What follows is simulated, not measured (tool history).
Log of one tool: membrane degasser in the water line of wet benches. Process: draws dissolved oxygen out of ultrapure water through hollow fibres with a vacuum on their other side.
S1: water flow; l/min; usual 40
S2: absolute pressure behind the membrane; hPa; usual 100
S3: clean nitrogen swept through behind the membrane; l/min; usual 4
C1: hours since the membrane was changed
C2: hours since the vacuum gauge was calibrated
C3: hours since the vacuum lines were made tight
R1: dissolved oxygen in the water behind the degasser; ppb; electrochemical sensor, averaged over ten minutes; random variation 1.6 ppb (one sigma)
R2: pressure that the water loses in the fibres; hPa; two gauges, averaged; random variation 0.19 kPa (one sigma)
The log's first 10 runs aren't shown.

run	hour	S1	S2	S3	C1	C2	C3	R1	R2
11	921.3	40	100	4	1177	3308	569	170.6	385.8
12	1018.2	40	100	4	1274	3405	666	169.4	388.9
13	1114.5	40	100	4	1370	3501	763	169.7	384.9
14	1221.9	40	62	4	1478	3608	870	83.8	385.6
15	1355.2	40	127	4	1611	3742	1003	230.7	388.8
16	1426	40	100	2.56	1682	3813	1074	256.8	388.4
17	1543.6	40	100	4.86	1800	3930	1192	144.9	388.1
18	1636.8	40	99	2.39	1893	4023	1285	274.2	388.4
19	1720.3	40	99	2.39	1976	4107	1368	266.2	386.1
20	1829.4	27	192	3.63	2085	4216	1477	287.1	262.2
21	1955.1	52	69	3.87	2211	4342	1603	137.6	505.1
22	2041.7	37	238	6.39	2298	4428	1690	288.3	361.3
# hour 2145.1: vacuum gauge calibrated
23	2149.3	37	238	6.39	2405	4	1797	283.9	364.9
24	2204.5	37	202	3.44	2460	59	1852	418.1	359.1
25	2308.8	37	202	3.44	2564	164	1956	418.2	357.2
26	2424.5	27	169	4	2680	279	2072	219.5	264.5
27	2482.4	40	154	4.35	2738	337	2130	267.3	391
28	2580	40	246	10.32	2835	435	2228	204.6	388.6
29	2677.2	39	246	4	2933	532	2325	479.7	380.9
30	2747.5	39	190	4	3003	602	2395	363.3	379.2
31	2806.3	46	78	4	3062	661	2454	130	445.4

Forecast each of these 5 alternatives for the next run:
A	2914.3	54	99	4	3170	769	2562	?	?
B	2914.3	44	64	4	3170	769	2562	?	?
C	2914.3	24	109	3.03	3170	769	2562	?	?
D	2914.3	58	224	5.6	3170	769	2562	?	?
E	2914.3	58	104	1.87	3170	769	2562	?	?

run	R1	R2
A	219.3	527.6
B	90.7	429.1
C	148.1	230.8
D	456.2	563.2
E	475.3	568.4
Without the tool's hidden state the same runs would have given:
run	R1	R2
A	214.3	517.3
B	86.9	420.7
C	144.7	226.2
D	451	552.1
E	467.1	557.3
